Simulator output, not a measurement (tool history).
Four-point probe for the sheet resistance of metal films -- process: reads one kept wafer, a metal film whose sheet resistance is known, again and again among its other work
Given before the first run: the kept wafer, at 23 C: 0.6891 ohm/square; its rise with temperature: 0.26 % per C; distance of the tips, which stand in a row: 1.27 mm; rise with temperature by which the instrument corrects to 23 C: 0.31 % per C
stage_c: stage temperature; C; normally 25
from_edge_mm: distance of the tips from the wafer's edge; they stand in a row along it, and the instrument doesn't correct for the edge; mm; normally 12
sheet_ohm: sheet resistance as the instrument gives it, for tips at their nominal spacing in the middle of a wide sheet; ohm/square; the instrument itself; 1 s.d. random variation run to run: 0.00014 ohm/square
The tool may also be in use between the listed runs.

Run 1, hour 0: usual settings. Result: sheet_ohm 0.694248 ohm/square.
Run 2, hour 96.7: usual settings. Result: sheet_ohm 0.694334 ohm/square.
Run 3, hour 176.9: usual settings but stage_c 24 C. Result: sheet_ohm 0.694851 ohm/square.
Run 4, hour 299.1: usual settings but stage_c 24 C. Result: sheet_ohm 0.694744 ohm/square.
Run 5, hour 387: usual settings. Result: sheet_ohm 0.694443 ohm/square.
Run 6, hour 495: usual settings. Result: sheet_ohm 0.694526 ohm/square.
Run 7, hour 558.7: usual settings but stage_c 26 C. Result: sheet_ohm 0.694021 ohm/square.
Run 8, hour 683: usual settings. Result: sheet_ohm 0.694904 ohm/square.
Run 9, hour 743.9: usual settings. Result: sheet_ohm 0.694583 ohm/square.
Run 10, hour 877.1: usual settings. Result: sheet_ohm 0.694733 ohm/square.
Run 11, hour 992: usual settings. Result: sheet_ohm 0.694606 ohm/square.
Run 12, hour 1077.7: usual settings but from_edge_mm 44 mm. Result: sheet_ohm 0.690932 ohm/square.
Run 13, hour 1197.9: usual settings but from_edge_mm 44 mm. Result: sheet_ohm 0.691007 ohm/square.
Run 14, hour 1282.8: usual settings. Result: sheet_ohm 0.69497 ohm/square.
Run 15, hour 1400.3: usual settings. Result: sheet_ohm 0.695274 ohm/square.
Run 16, hour 1462.5: usual settings but stage_c 26 C. Result: sheet_ohm 0.694641 ohm/square.
At hour 1538.9: stage's thermometer calibrated.
Run 17, hour 1538.9: usual settings but stage_c 21 C, from_edge_mm 27 mm. Result: sheet_ohm 0.693631 ohm/square.
Run 18, hour 1677.6: usual settings but stage_c 21 C, from_edge_mm 27 mm. Result: sheet_ohm 0.693542 ohm/square.
Run 19, hour 1736.2: usual settings but stage_c 21 C, from_edge_mm 22 mm. Result: sheet_ohm 0.694469 ohm/square.
Run 20, hour 1864: usual settings but stage_c 26 C, from_edge_mm 22 mm. Result: sheet_ohm 0.692471 ohm/square.
Run 21, hour 1923.5: usual settings but stage_c 18 C, from_edge_mm 48 mm. Result: sheet_ohm 0.694282 ohm/square.
Run 22, hour 1986.6: usual settings but stage_c 18 C, from_edge_mm 70 mm. Result: sheet_ohm 0.694156 ohm/square.
Run 23, hour 2090.2: usual settings but stage_c 18 C, from_edge_mm 13 mm. Result: sheet_ohm 0.69787 ohm/square.
Run 24, hour 2184.1: usual settings but stage_c 23 C, from_edge_mm 6 mm. Result: sheet_ohm 0.708625 ohm/square.
Run 25, hour 2317.6: usual settings but stage_c 23 C, from_edge_mm 6 mm. Result: sheet_ohm 0.708898 ohm/square.
Run 26, hour 2440.2: usual settings but stage_c 20 C, from_edge_mm 11 mm. Result: sheet_ohm 0.698433 ohm/square.
Run 27, hour 2553.6: usual settings but stage_c 34 C, from_edge_mm 11 mm. Result: sheet_ohm 0.693393 ohm/square.
Run 28, hour 2627.8: usual settings but stage_c 19 C, from_edge_mm 38 mm. Result: sheet_ohm 0.694423 ohm/square.
Run 29, hour 2714.9: usual settings but stage_c 19 C, from_edge_mm 38 mm. Result: sheet_ohm 0.69487 ohm/square.
Run 30, hour 2792.5: usual settings but stage_c 19 C, from_edge_mm 38 mm. Result: sheet_ohm 0.694468 ohm/square.
Run 31, hour 2933.7: usual settings but stage_c 20 C. Result: sheet_ohm 0.697811 ohm/square.

Forecast each of these 5 alternatives for the next run:
Run A, hour 3015.1: usual settings but stage_c 32 C, from_edge_mm 11 mm. Result: sheet_ohm ?.
Run B, hour 3015.1: usual settings but stage_c 19 C. Result: sheet_ohm ?.
Run C, hour 3015.1: usual settings but stage_c 30 C, from_edge_mm 4 mm. Result: sheet_ohm ?.
Run D, hour 3015.1: usual settings but stage_c 31 C, from_edge_mm 46 mm. Result: sheet_ohm ?.
Run E, hour 3015.1: usual settings but stage_c 30 C, from_edge_mm 11 mm. Result: sheet_ohm ?.

run  sheet_ohm
  A   0.694661
  B   0.698447
  C   0.725694
  D    0.68996
  E   0.695159
With no hidden state in the tool, these same runs would have given:
run  sheet_ohm
  A   0.690989
  B   0.694764
  C   0.721875
  D   0.686312
  E   0.691486

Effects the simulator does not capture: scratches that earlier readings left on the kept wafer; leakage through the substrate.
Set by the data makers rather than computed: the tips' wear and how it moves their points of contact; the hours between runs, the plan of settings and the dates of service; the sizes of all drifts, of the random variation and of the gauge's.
